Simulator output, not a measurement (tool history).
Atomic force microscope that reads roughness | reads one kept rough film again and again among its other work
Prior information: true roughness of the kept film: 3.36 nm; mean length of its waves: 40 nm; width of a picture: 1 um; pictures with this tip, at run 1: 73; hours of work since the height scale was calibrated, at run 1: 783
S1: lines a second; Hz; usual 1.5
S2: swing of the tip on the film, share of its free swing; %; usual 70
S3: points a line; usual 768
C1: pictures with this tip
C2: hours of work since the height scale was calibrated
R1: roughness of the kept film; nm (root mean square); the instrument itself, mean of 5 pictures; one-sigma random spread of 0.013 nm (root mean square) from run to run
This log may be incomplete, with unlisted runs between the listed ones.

run,hour,S1,S2,S3,C1,C2,R1
1,0,1.5,70,768,73,783,2.948
2,61.1,1.5,70,768,139,818,2.888
3,116,1.5,70,768,197,849,2.879
4,195.7,3.5,70,768,282,894,2.579
5,229.7,3.5,70,768,319,913,2.556
# hour 252.8: new tip fitted
6,272,3.5,70,288,20,937,2.724
7,330.8,1.5,70,369,83,970,2.892
8,391.2,1.5,70,369,148,1004,2.87
9,426.9,1.5,70,369,186,1025,2.848
10,507.5,1.5,70,768,272,1070,2.779
# hour 576.7: new tip fitted
11,587.9,1.5,70,768,12,1116,2.981
12,657,1.5,70,768,86,1155,2.948
13,716.7,1.5,70,768,150,1189,2.913
14,782.9,1.5,70,768,220,1226,2.859
15,863.5,1.5,70,768,307,1272,2.781
# hour 898.9: new tip fitted
16,914.5,1.5,70,768,16,1301,3.018
17,974.9,1.5,70,768,81,1335,2.956
18,1044.5,1.5,70,768,155,1374,2.909
19,1110.5,1.5,70,260,226,1412,2.863
# hour 1138.3: height scale calibrated on a step standard
20,1191.3,1.5,70,260,311,30,2.705
# hour 1225.2: new tip fitted
21,1261,1.5,70,260,38,69,2.92
22,1333.1,1.5,70,260,115,110,2.869
23,1401.6,1.5,70,260,188,149,2.789
24,1449.6,1.5,70,489,239,176,2.788
25,1501.4,1.5,70,489,295,206,2.743
# hour 1546: new tip fitted
26,1574.4,1.5,70,489,30,247,2.937
27,1630.8,1.5,70,489,90,279,2.895
28,1672.1,1.5,70,489,134,302,2.851
29,1738.1,1.5,74,360,205,340,2.789
30,1804.2,2.72,70,387,275,377,2.642
31,1845.1,1.5,88,281,319,400,2.515
# hour 1874.2: new tip fitted
32,1891.1,1.5,88,281,18,426,2.685
33,1966.6,3.09,70,941,98,469,2.734
34,2005.1,3.09,67,370,140,491,2.746
35,2067,3.09,67,370,206,526,2.701
36,2111.5,0.59,67,768,253,551,2.939
37,2175.9,0.55,62,678,322,588,2.941
# hour 2199: new tip fitted
38,2234.3,0.51,90,456,38,620,2.965
39,2287.5,0.5,90,660,94,651,2.941
40,2355.2,3.01,80,523,167,689,2.481
41,2415.8,3.01,80,523,231,723,2.446
42,2453.1,3.01,80,523,271,745,2.431
43,2500.4,1.5,61,768,322,771,2.842
# hour 2522.8: new tip fitted
44,2541.2,1.5,76,376,20,794,2.891
45,2615,1.09,58,468,99,836,3.031
46,2660.3,2.48,58,468,147,862,2.924
47,2695.8,2.48,58,468,185,882,2.902
48,2754.6,1.39,58,654,248,915,2.918
49,2824.5,1.5,70,504,322,955,2.74
# hour 2843.1: new tip fitted
50,2877,2.98,73,390,36,984,2.74
51,2944.1,2.98,73,390,108,1022,2.68
52,3011.9,2.98,73,390,180,1061,2.639

How the hidden state differs across the entries between the runs, from the last listed run before each to the first after it:
After run 5, before run 6: new tip fitted (hour 252.8)
  radius of the tip, nm: 17.6 -> 8.9; height scale over the true one, %: 1.47 -> 1.51
  measured less the result without the state, R1: -0.173 -> +0.001 nm (root mean square)
After run 10, before run 11: new tip fitted (hour 576.7)
  radius of the tip, nm: 17.4 -> 8.1; height scale over the true one, %: 1.74 -> 1.82
  measured less the result without the state, R1: -0.174 -> +0.03 nm (root mean square)
After run 15, before run 16: new tip fitted (hour 898.9)
  radius of the tip, nm: 17.7 -> 7.9; height scale over the true one, %: 2.08 -> 2.13
  measured less the result without the state, R1: -0.171 -> +0.042 nm (root mean square)
After run 19, before run 20: height scale calibrated on a step standard (hour 1138.3)
  radius of the tip, nm: 14.9 -> 17.8; height scale over the true one, %: 2.32 -> 0.02
  measured less the result without the state, R1: -0.109 -> -0.228 nm (root mean square)
After run 20, before run 21: new tip fitted (hour 1225.2)
  radius of the tip, nm: 17.8 -> 9; height scale over the true one, %: 0.02 -> 0.09
  measured less the result without the state, R1: -0.228 -> -0.043 nm (root mean square)
After run 25, before run 26: new tip fitted (hour 1546)
  radius of the tip, nm: 17.2 -> 8.3; height scale over the true one, %: 0.32 -> 0.39
  measured less the result without the state, R1: -0.209 -> -0.019 nm (root mean square)
After run 31, before run 32: new tip fitted (hour 1874.2)
  radius of the tip, nm: 17.7 -> 7.8; height scale over the true one, %: 0.65 -> 0.69
  measured less the result without the state, R1: -0.193 -> +0.001 nm (root mean square)
After run 37, before run 38: new tip fitted (hour 2199)
  radius of the tip, nm: 17.6 -> 8.4; height scale over the true one, %: 0.96 -> 1.02
  measured less the result without the state, R1: -0.214 -> -0.003 nm (root mean square)
After run 43, before run 44: new tip fitted (hour 2522.8)
  radius of the tip, nm: 17.9 -> 8.2; height scale over the true one, %: 1.27 -> 1.31
  measured less the result without the state, R1: -0.206 -> +0.01 nm (root mean square)
After run 49, before run 50: new tip fitted (hour 2843.1)
  radius of the tip, nm: 18.1 -> 8.4; height scale over the true one, %: 1.57 -> 1.62
  measured less the result without the state, R1: -0.194 -> +0.015 nm (root mean square)

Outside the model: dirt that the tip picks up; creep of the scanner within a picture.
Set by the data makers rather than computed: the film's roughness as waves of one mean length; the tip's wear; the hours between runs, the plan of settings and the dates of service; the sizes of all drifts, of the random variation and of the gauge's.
